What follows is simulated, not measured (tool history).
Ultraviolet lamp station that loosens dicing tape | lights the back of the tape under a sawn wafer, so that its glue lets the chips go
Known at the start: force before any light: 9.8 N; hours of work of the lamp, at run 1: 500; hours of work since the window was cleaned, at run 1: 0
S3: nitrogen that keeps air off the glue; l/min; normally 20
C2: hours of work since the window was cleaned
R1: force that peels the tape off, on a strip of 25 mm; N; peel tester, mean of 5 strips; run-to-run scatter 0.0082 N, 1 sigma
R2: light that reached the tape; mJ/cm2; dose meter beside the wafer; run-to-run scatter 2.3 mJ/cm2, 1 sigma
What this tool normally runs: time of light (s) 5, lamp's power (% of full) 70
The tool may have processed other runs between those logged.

Run 1, day 0.000: usual settings; hours of work of the lamp 500; C2 0. Result: R1 0.608 N, R2 174 mJ/cm2.
Run 2, day 2.312: usual settings; hours of work of the lamp 526; C2 25. Result: R1 0.655 N, R2 163 mJ/cm2.
Run 3, day 4.571: usual settings; hours of work of the lamp 551; C2 50. Result: R1 0.693 N, R2 161 mJ/cm2.
Run 4, day 6.321: usual settings; hours of work of the lamp 570; C2 70. Result: R1 0.740 N, R2 154 mJ/cm2.
Run 5, day 7.758: usual settings; hours of work of the lamp 586; C2 85. Result: R1 0.775 N, R2 158 mJ/cm2.
Run 6, day 9.567: usual settings; hours of work of the lamp 606; C2 105. Result: R1 0.827 N, R2 148 mJ/cm2.
Run 7, day 11.104: usual settings; hours of work of the lamp 623; C2 122. Result: R1 0.850 N, R2 147 mJ/cm2.
At day 13.154: lamp changed.
Run 8, day 13.712: usual settings; hours of work of the lamp 6; C2 150. Result: R1 0.462 N, R2 190 mJ/cm2.
Run 9, day 14.938: usual settings; hours of work of the lamp 20; C2 164. Result: R1 0.499 N, R2 184 mJ/cm2.
Run 10, day 17.125: usual settings but time of light (s) 6; hours of work of the lamp 44; C2 188. Result: R1 0.314 N, R2 216 mJ/cm2.
Run 11, day 18.412: usual settings but time of light (s) 6; hours of work of the lamp 58; C2 202. Result: R1 0.316 N, R2 217 mJ/cm2.
Run 12, day 19.975: usual settings but time of light (s) 6; hours of work of the lamp 75; C2 219. Result: R1 0.349 N, R2 209 mJ/cm2.
Run 13, day 21.133: usual settings but time of light (s) 6; hours of work of the lamp 88; C2 232. Result: R1 0.355 N, R2 207 mJ/cm2.
At day 23.296: window cleaned of glue's vapour.
Run 14, day 23.892: usual settings but time of light (s) 6; hours of work of the lamp 118; C2 7. Result: R1 0.445 N, R2 192 mJ/cm2.
Run 15, day 25.754: usual settings but time of light (s) 6; hours of work of the lamp 138; C2 27. Result: R1 0.489 N, R2 190 mJ/cm2.
Run 16, day 28.425: usual settings but time of light (s) 6; hours of work of the lamp 168; C2 56. Result: R1 0.536 N, R2 182 mJ/cm2.
Run 17, day 30.154: usual settings but S3 35 l/min; hours of work of the lamp 187; C2 75. Result: R1 0.629 N, R2 147 mJ/cm2.
At day 32.146: window cleaned of glue's vapour, once more.
Run 18, day 32.717: usual settings but S3 35 l/min; hours of work of the lamp 215; C2 6. Result: R1 0.305 N, R2 193 mJ/cm2.
Run 19, day 34.350: usual settings; hours of work of the lamp 233; C2 24. Result: R1 0.476 N, R2 184 mJ/cm2.
Run 20, day 36.162: usual settings; hours of work of the lamp 253; C2 44. Result: R1 0.511 N, R2 182 mJ/cm2.
Run 21, day 37.629: usual settings but lamp's power (% of full) 64; hours of work of the lamp 269; C2 60. Result: R1 0.699 N, R2 166 mJ/cm2.
Run 22, day 38.912: usual settings but lamp's power (% of full) 64; hours of work of the lamp 283; C2 74. Result: R1 0.703 N, R2 162 mJ/cm2.
Run 23, day 41.596: usual settings but time of light (s) 6; hours of work of the lamp 312; C2 104. Result: R1 0.354 N, R2 204 mJ/cm2.
Run 24, day 43.383: usual settings but time of light (s) 6; hours of work of the lamp 332; C2 124. Result: R1 0.413 N, R2 202 mJ/cm2.
Run 25, day 46.054: usual settings but lamp's power (% of full) 66, S3 21 l/min; hours of work of the lamp 361; C2 153. Result: R1 0.778 N, R2 152 mJ/cm2.
Run 26, day 47.596: usual settings but lamp's power (% of full) 66, S3 21 l/min; hours of work of the lamp 378; C2 170. Result: R1 0.842 N, R2 152 mJ/cm2.
Run 27, day 49.775: usual settings but lamp's power (% of full) 66, S3 21 l/min; hours of work of the lamp 402; C2 194. Result: R1 0.902 N, R2 147 mJ/cm2.
Run 28, day 50.929: usual settings but lamp's power (% of full) 66, S3 21 l/min; hours of work of the lamp 415; C2 207. Result: R1 0.928 N, R2 144 mJ/cm2.
Run 29, day 52.283: usual settings but time of light (s) 9; hours of work of the lamp 430; C2 221. Result: R1 0.170 N, R2 272 mJ/cm2.
Run 30, day 54.971: usual settings but time of light (s) 9, lamp's power (% of full) 81; hours of work of the lamp 459; C2 251. Result: R1 0.129 N, R2 304 mJ/cm2.
At day 55.567: window cleaned of glue's vapour.
Run 31, day 56.758: usual settings but time of light (s) 9, lamp's power (% of full) 81; hours of work of the lamp 479; C2 13. Result: R1 0.081 N, R2 347 mJ/cm2.
Run 32, day 58.479: usual settings but time of light (s) 2, lamp's power (% of full) 65, S3 19 l/min; hours of work of the lamp 498; C2 32. Result: R1 3.774 N, R2 61 mJ/cm2.
Run 33, day 59.683: usual settings but time of light (s) 9, lamp's power (% of full) 75; hours of work of the lamp 511; C2 45. Result: R1 0.113 N, R2 309 mJ/cm2.
Run 34, day 61.808: usual settings but time of light (s) 9, lamp's power (% of full) 75; hours of work of the lamp 534; C2 69. Result: R1 0.118 N, R2 303 mJ/cm2.
Run 35, day 62.958: usual settings but time of light (s) 9, lamp's power (% of full) 75; hours of work of the lamp 547; C2 81. Result: R1 0.128 N, R2 296 mJ/cm2.
Run 36, day 65.429: usual settings but time of light (s) 9, lamp's power (% of full) 75; hours of work of the lamp 574; C2 108. Result: R1 0.128 N, R2 285 mJ/cm2.
Run 37, day 67.954: usual settings but time of light (s) 7, lamp's power (% of full) 84, S3 27 l/min; hours of work of the lamp 602; C2 136. Result: R1 0.184 N, R2 244 mJ/cm2.
Run 38, day 69.817: usual settings but time of light (s) 2, lamp's power (% of full) 87, S3 6 l/min; hours of work of the lamp 622; C2 157. Result: R1 4.510 N, R2 70 mJ/cm2.
Run 39, day 71.508: usual settings but lamp's power (% of full) 73; hours of work of the lamp 641; C2 175. Result: R1 0.935 N, R2 144 mJ/cm2.
At day 71.800: lamp changed.
Run 40, day 74.062: usual settings but lamp's power (% of full) 86; hours of work of the lamp 25; C2 203. Result: R1 0.281 N, R2 223 mJ/cm2.
Run 41, day 76.546: usual settings but time of light (s) 6, lamp's power (% of full) 86, S3 17 l/min; hours of work of the lamp 52; C2 230. Result: R1 0.201 N, R2 262 mJ/cm2.
Run 42, day 78.746: usual settings but time of light (s) 3, lamp's power (% of full) 86, S3 15 l/min; hours of work of the lamp 76; C2 254. Result: R1 1.526 N, R2 127 mJ/cm2.
At day 78.975: window cleaned of glue's vapour.
Run 43, day 80.575: usual settings but time of light (s) 3, lamp's power (% of full) 78, S3 19 l/min; hours of work of the lamp 96; C2 18. Result: R1 1.146 N, R2 136 mJ/cm2.
Run 44, day 82.308: usual settings but time of light (s) 6, lamp's power (% of full) 83, S3 19 l/min; hours of work of the lamp 115; C2 37. Result: R1 0.148 N, R2 277 mJ/cm2.

Forecast each of these 3 alternatives for the next run:
Run A, day 83.696: usual settings but time of light (s) 6, lamp's power (% of full) 65, S3 7 l/min; hours of work of the lamp 131; C2 52. Result: R1 ?, R2 ?.
Run B, day 83.696: usual settings but time of light (s) 10, lamp's power (% of full) 81, S3 14 l/min; hours of work of the lamp 131; C2 52. Result: R1 ?, R2 ?.
Run C, day 83.696: usual settings but S3 11 l/min; hours of work of the lamp 131; C2 52. Result: R1 ?, R2 ?.

run     R1   R2
  A  0.788  217
  B  0.066  450
  C  0.707  193
Without the tool's unlogged condition, the same runs would have read:
run     R1   R2
  A  0.610  240
  B  0.060  498
  C  0.541  214
